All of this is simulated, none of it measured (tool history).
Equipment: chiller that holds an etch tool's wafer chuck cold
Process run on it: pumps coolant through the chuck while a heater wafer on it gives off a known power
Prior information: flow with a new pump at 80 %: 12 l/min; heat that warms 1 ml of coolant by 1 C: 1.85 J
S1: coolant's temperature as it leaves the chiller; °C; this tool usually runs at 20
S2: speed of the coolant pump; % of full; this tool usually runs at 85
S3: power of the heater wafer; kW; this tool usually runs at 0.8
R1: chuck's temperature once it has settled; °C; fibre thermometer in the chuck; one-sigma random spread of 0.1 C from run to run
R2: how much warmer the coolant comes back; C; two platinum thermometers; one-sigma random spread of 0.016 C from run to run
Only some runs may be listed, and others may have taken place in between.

run      day  S1  S2     S3    R1    R2
  1        0  20  85    0.8  24.7  2.03
  2    5.638  20  85    0.8  24.5  2.02
  3      9.4  20  85  0.536  23.1  1.34
  4   13.846  20  85  0.536  23.2  1.36
  5    16.25  20  85  0.536  23.2  1.34
  6   19.642  20  85  0.536  23.1  1.32
  7   24.083  20  85  0.541  23.3  1.35
  8   28.617  20  85    0.8  24.8  1.99
      31.075  -- coolant pump overhauled
  9   32.071  19  85    0.8  23.7  1.98
 10   35.538  19  85  0.716  23.1  1.77
 11   39.521  20  85    0.8  24.6  1.98
 12   44.012  20  85    0.8  24.7  1.98
 13   49.125  20  85    0.8  24.7  1.99
 14   53.317  20  85    0.8  24.7  1.98
 15   56.267  20  85    0.8  24.8  1.97
 16   59.288  20  85    0.8  24.7  1.97
 17   64.133  19  64    0.8  24.8  2.61
 18   67.462  19  98    0.8  23.2  1.69
 19   72.925  19  98    0.8  23.1  1.72
 20    75.75  14  98  0.924  18.9  1.96
 21   80.033  14  98  0.924  18.9  1.93
      83.929  -- coolant changed, channels flushed
 22   83.929  10  97  0.599  13.2  1.23
 23   87.775  10  97  0.599  13.2  1.24
 24   90.058  27  97  0.599  30.1   1.3
 25   93.158  25  85  0.559    28  1.31
 26   98.758  12  74  0.629  16.1  1.71
 27  103.812  12  74  0.629  16.1  1.72
     106.375  -- gauge calibrated
 28  109.017  15  79  0.774  19.6  2.12
 29  112.108  15  79  0.774  19.7  2.12
 30  116.604  15  79  0.774  19.8   2.1
 31  121.508  23  69  1.032    30   3.2

Forecast each of these 5 alternatives for the next run:
  A  123.854  22  69  0.734   ?   ?
  B  123.854  25  88  0.471   ?   ?
  C  123.854  11  91  0.468   ?   ?
  D  123.854  18  69  1.032   ?   ?
  E  123.854  13  78  0.841   ?   ?

run    R1    R2
  A    27  2.24
  B  27.8  1.12
  C  13.5  1.07
  D    25   3.2
  E  18.1  2.29
Take away the tool's hidden state, keep each run's random variation, and the runs would have read:
run    R1    R2
  A    27  2.26
  B  27.8  1.14
  C  13.4  1.09
  D    25  3.22
  E  18.1  2.31
